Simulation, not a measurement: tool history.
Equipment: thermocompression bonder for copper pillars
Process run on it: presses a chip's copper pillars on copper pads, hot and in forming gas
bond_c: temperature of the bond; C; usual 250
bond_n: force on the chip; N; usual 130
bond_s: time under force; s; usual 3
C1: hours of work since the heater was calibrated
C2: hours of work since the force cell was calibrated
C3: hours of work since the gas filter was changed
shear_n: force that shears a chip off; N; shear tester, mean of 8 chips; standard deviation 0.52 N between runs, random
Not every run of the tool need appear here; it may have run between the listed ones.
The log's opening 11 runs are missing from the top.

-- hour=482.9 forming gas filter changed
run 12 hour=482.9 | bond_c=270 bond_n=130 bond_s=3 | C1=323 C2=363 C3=0 | shear_n=70.1
run 13 hour=518.5 | bond_c=250 bond_n=130 bond_s=7 | C1=338 C2=379 C3=15 | shear_n=77.3
run 14 hour=559.7 | bond_c=250 bond_n=130 bond_s=3 | C1=355 C2=396 C3=33 | shear_n=60
run 15 hour=614.3 | bond_c=250 bond_n=130 bond_s=3 | C1=379 C2=419 C3=56 | shear_n=58.8
run 16 hour=646.5 | bond_c=278 bond_n=130 bond_s=3 | C1=392 C2=433 C3=70 | shear_n=71.7
run 17 hour=697.9 | bond_c=274 bond_n=130 bond_s=3 | C1=414 C2=455 C3=91 | shear_n=69.9
run 18 hour=759.4 | bond_c=262 bond_n=83 bond_s=3 | C1=440 C2=481 C3=118 | shear_n=48.3
run 19 hour=797.4 | bond_c=230 bond_n=83 bond_s=2 | C1=457 C2=497 C3=134 | shear_n=28.9
-- hour=821.3 forming gas filter changed
run 20 hour=827 | bond_c=230 bond_n=83 bond_s=2 | C1=469 C2=510 C3=2 | shear_n=30.6
run 21 hour=856.2 | bond_c=273 bond_n=111 bond_s=2 | C1=481 C2=522 C3=15 | shear_n=57.6
run 22 hour=905.7 | bond_c=250 bond_n=163 bond_s=3 | C1=502 C2=543 C3=36 | shear_n=66.6
run 23 hour=951.7 | bond_c=250 bond_n=163 bond_s=3 | C1=522 C2=563 C3=55 | shear_n=65.8
run 24 hour=993.1 | bond_c=250 bond_n=163 bond_s=3 | C1=540 C2=580 C3=73 | shear_n=66.5
run 25 hour=1039.6 | bond_c=272 bond_n=130 bond_s=3 | C1=559 C2=600 C3=93 | shear_n=68.3
run 26 hour=1085.3 | bond_c=266 bond_n=80 bond_s=2 | C1=579 C2=620 C3=112 | shear_n=42.5
run 27 hour=1138 | bond_c=266 bond_n=80 bond_s=2 | C1=601 C2=642 C3=135 | shear_n=41.3
-- hour=1157 forming gas filter changed
run 28 hour=1208.4 | bond_c=257 bond_n=143 bond_s=3 | C1=631 C2=672 C3=22 | shear_n=66.3
run 29 hour=1276.1 | bond_c=257 bond_n=143 bond_s=3 | C1=660 C2=700 C3=51 | shear_n=64.7
run 30 hour=1309.3 | bond_c=257 bond_n=143 bond_s=3 | C1=674 C2=715 C3=65 | shear_n=64.7
run 31 hour=1358.6 | bond_c=250 bond_n=92 bond_s=3 | C1=695 C2=736 C3=86 | shear_n=45.6
run 32 hour=1400.3 | bond_c=250 bond_n=92 bond_s=3 | C1=713 C2=753 C3=104 | shear_n=45.7
run 33 hour=1467.8 | bond_c=279 bond_n=101 bond_s=5 | C1=741 C2=782 C3=132 | shear_n=71.4

Below are 4 alternative next runs, each starting from the tool's condition after run 33. Predict each:
-- hour=1492.5 forming gas filter changed
run A hour=1532.9 | bond_c=277 bond_n=95 bond_s=2 | C1=769 C2=810 C3=17 | shear_n=?
-- hour=1492.5 forming gas filter changed
run B hour=1532.9 | bond_c=246 bond_n=194 bond_s=3 | C1=769 C2=810 C3=17 | shear_n=?
-- hour=1492.5 forming gas filter changed
run C hour=1532.9 | bond_c=279 bond_n=101 bond_s=2 | C1=769 C2=810 C3=17 | shear_n=?
-- hour=1492.5 forming gas filter changed
run D hour=1532.9 | bond_c=279 bond_n=136 bond_s=6 | C1=769 C2=810 C3=17 | shear_n=?

run=A shear_n=53.1
run=B shear_n=71.6
run=C shear_n=56
run=D shear_n=88.8
With the hidden condition removed and each run's random variation left untouched, the same runs would have given:
run=A shear_n=54.9
run=B shear_n=74
run=C shear_n=57.8
run=D shear_n=90.8

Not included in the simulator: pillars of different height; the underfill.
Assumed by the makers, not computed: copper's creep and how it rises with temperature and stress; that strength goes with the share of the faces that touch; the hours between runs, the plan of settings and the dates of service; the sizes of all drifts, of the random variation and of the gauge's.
